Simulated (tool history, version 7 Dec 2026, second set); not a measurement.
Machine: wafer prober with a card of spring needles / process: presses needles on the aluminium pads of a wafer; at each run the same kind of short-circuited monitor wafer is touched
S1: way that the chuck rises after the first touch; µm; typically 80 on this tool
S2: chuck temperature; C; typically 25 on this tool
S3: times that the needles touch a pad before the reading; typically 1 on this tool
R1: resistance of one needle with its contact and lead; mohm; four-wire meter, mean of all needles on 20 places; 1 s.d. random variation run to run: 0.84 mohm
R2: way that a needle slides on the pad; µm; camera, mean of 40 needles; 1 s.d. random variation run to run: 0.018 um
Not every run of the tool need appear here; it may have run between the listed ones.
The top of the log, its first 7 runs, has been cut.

At hour 433.3: tips cleaned on abrasive film.
At hour 465.4: tips cleaned on abrasive film.
Run 8, hour 476.5: usual settings but S2 94 C, S3 2. Result: R1 188 mohm, R2 20.35 µm.
At hour 497: tips cleaned on abrasive film.
At hour 529.9: tips cleaned on abrasive film.
At hour 564.4: tips cleaned on abrasive film.
Run 9, hour 565.7: usual settings. Result: R1 170.9 mohm, R2 20.28 µm.
At hour 584.7: height of the first contact set anew.
At hour 599.7: tips cleaned on abrasive film.
Run 10, hour 605.1: usual settings. Result: R1 177.9 mohm, R2 20.02 µm.
At hour 631.8: tips cleaned on abrasive film.
Run 11, hour 656.2: usual settings. Result: R1 181 mohm, R2 20.05 µm.
At hour 661.2: tips cleaned on abrasive film.
At hour 692.3: tips cleaned on abrasive film.
Run 12, hour 721: usual settings. Result: R1 183 mohm, R2 20.01 µm.
At hour 727.3: tips cleaned on abrasive film.
At hour 760.1: tips cleaned on abrasive film.
At hour 765.1: height of the first contact set anew, once more.
At hour 790: tips cleaned on abrasive film.
Run 13, hour 790: usual settings. Result: R1 169.5 mohm, R2 20.72 µm.
At hour 819.9: tips cleaned on abrasive film.
At hour 849.1: tips cleaned on abrasive film.
Run 14, hour 849.1: usual settings. Result: R1 169.7 mohm, R2 20.7 µm.
At hour 882.3: tips cleaned on abrasive film.
Run 15, hour 900.9: usual settings. Result: R1 181.6 mohm, R2 20.69 µm.
At hour 914.6: tips cleaned on abrasive film.
At hour 945.8: tips cleaned on abrasive film.
Run 16, hour 945.8: usual settings but S1 85 µm, S2 44 C, S3 2. Result: R1 172.4 mohm, R2 21.94 µm.
At hour 978.9: tips cleaned on abrasive film.
Run 17, hour 985.8: usual settings but S1 85 µm, S2 44 C, S3 2. Result: R1 176 mohm, R2 21.92 µm.
At hour 1014: tips cleaned on abrasive film.
Run 18, hour 1036.8: usual settings but S1 65 µm. Result: R1 188.2 mohm, R2 16.68 µm.
At hour 1044.1: tips cleaned on abrasive film.
At hour 1075: tips cleaned on abrasive film.
At hour 1107.9: tips cleaned on abrasive film.
Run 19, hour 1119.8: usual settings but S1 88 µm, S2 54 C. Result: R1 183.9 mohm, R2 22.61 µm.

The next listed run, before its measurement:
At hour 1141.5: tips cleaned on abrasive film.
At hour 1172.4: tips cleaned on abrasive film.
Run 20, hour 1183.9: usual settings but S1 99 µm, S2 54 C. Result: R1 ?, R2 ?.

Run 20 yielded R1 178.9 mohm, R2 25.39 µm.
With the hidden condition absent and the run-to-run variation left alone, this run would have shown R1 171.3 mohm, R2 25.65 µm.

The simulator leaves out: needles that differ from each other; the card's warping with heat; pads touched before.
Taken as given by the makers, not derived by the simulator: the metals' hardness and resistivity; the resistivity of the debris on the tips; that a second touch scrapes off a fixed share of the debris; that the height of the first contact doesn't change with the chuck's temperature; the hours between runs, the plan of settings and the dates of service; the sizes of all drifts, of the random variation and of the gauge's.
